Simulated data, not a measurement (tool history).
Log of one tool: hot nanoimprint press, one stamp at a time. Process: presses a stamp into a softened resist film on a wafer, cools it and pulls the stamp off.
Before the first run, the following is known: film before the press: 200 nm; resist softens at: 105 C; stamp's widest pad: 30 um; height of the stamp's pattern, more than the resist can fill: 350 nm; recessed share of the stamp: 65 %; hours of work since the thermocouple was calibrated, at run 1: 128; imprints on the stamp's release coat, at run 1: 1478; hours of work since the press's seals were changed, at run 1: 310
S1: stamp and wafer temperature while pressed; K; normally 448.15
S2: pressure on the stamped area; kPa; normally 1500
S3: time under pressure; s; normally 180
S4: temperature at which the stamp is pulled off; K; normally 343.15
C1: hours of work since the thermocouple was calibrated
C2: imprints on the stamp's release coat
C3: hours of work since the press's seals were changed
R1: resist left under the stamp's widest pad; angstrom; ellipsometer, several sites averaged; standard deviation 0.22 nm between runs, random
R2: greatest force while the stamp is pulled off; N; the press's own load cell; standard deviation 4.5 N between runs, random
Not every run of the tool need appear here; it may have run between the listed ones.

run	day	S1	S2	S3	S4	C1	C2	C3	R1	R2
1	0	448.15	1500	180	343.15	128	1478	310	796	308
2	0.429	448.15	1500	180	343.15	136	1504	319	798	293
3	1.2	448.15	1500	180	343.15	150	1550	333	797	295
4	1.804	448.15	1500	178	343.15	162	1587	345	806	298
5	2.438	448.15	1500	178	343.15	174	1625	357	810	301
6	2.967	448.15	1270	180	343.15	184	1657	367	879	292
7	3.812	448.15	1270	180	343.15	200	1708	383	883	308
8	4.729	448.15	1270	180	343.15	217	1763	400	887	305
9	5.542	448.15	1500	180	343.15	233	1812	415	814	316
10	6.333	448.15	1500	180	343.15	248	1860	430	814	320
11	6.925	448.15	1500	180	343.15	259	1895	442	813	324
# day 7.2: plate thermocouple calibrated
12	7.429	448.15	1500	180	343.15	4	1918	449	781	310

Run 13 has not been measured yet. What should we expect?
13	7.875	448.15	1500	180	343.15	13	1945	457	?	?

Run 13 measured R1 787 angstrom, R2 325 N.
Minus the tool's unlogged condition, the same run would have read R1 773 angstrom, R2 220 N.
